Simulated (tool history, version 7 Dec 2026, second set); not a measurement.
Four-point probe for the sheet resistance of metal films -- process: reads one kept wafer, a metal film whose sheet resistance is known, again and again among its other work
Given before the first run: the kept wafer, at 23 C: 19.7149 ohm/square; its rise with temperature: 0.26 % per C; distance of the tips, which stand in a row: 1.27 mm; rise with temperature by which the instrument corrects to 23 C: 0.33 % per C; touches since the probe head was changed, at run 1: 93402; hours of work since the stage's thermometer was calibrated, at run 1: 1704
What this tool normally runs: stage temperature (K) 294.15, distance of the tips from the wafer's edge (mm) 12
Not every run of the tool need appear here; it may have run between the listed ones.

run     day  stage temperature (K)  distance of the tips from the wafer's edge (mm)  touches since the probe head was changed  hours of work since the stage's thermometer was calibrated  sheet resistance as the instrument gives it (ohm/square)
  1   0.000                 294.15                                               12                                     93402                                                        1704                                                 20.135935
  2   3.021                 294.15                                               12                                     95519                                                        1741                                                 20.151712
  3   8.262                 294.15                                               43                                     99195                                                        1805                                                 20.040439
     11.662  -- stage's thermometer calibrated
  4  11.662                 294.15                                               12                                    101565                                                           0                                                 20.127090
  5  15.179                 294.15                                               12                                    104031                                                          43                                                 20.137820
  6  19.321                 294.15                                               12                                    106934                                                          94                                                 20.143640
  7  22.512                 294.15                                               12                                    109172                                                         133                                                 20.144993
  8  27.175                 294.15                                               12                                    112442                                                         191                                                 20.148586
     28.662  -- new probe head fitted
  9  30.138                 294.15                                               12                                      1034                                                         227                                                 19.780366
 10  33.846                 294.15                                               12                                      3634                                                         272                                                 19.794060
 11  37.858                 294.15                                               12                                      6446                                                         321                                                 19.800341
 12  41.229                 299.15                                               12                                      8812                                                         363                                                 19.726018
 13  46.025                 295.15                                               33                                     12173                                                         422                                                 19.692512
 14  51.125                 300.15                                               33                                     15750                                                         485                                                 19.633725
 15  53.792                 300.15                                               33                                     17620                                                         517                                                 19.638558
 16  58.579                 300.15                                               33                                     20976                                                         576                                                 19.644450
 17  61.858                 300.15                                               33                                     23276                                                         616                                                 19.644683
 18  64.846                 300.15                                               33                                     25368                                                         653                                                 19.646553
 19  70.225                 300.15                                               20                                     29142                                                         719                                                 19.693660
 20  76.125                 300.15                                               20                                     33277                                                         792                                                 19.696658
 21  80.850                 302.15                                                3                                     36591                                                         850                                                 21.354117
 22  86.458                 296.15                                                5                                     40522                                                         919                                                 20.390067

Had the tool no unlogged condition, and each run kept its random variation, what would the results have been?
The hidden state here: inner tips' distance over the nominal, %; tips' flats over new ones', %; wafer's true temperature over the reading, C; drift of the gauge itself on sheet_ohm, %.
run  sheet resistance as the instrument gives it (ohm/square)
  1                                                 19.858551
  2                                                 19.868881
  3                                                 19.749372
  4                                                 19.861514
  5                                                 19.866387
  6                                                 19.865011
  7                                                 19.861358
  8                                                 19.857210
  9                                                 19.856905
 10                                                 19.864790
 11                                                 19.864721
 12                                                 19.784965
 13                                                 19.743763
 14                                                 19.676769
 15                                                 19.677475
 16                                                 19.675234
 17                                                 19.669990
 18                                                 19.666698
 19                                                 19.704410
 20                                                 19.697019
 21                                                 21.345458
 22                                                 20.372361
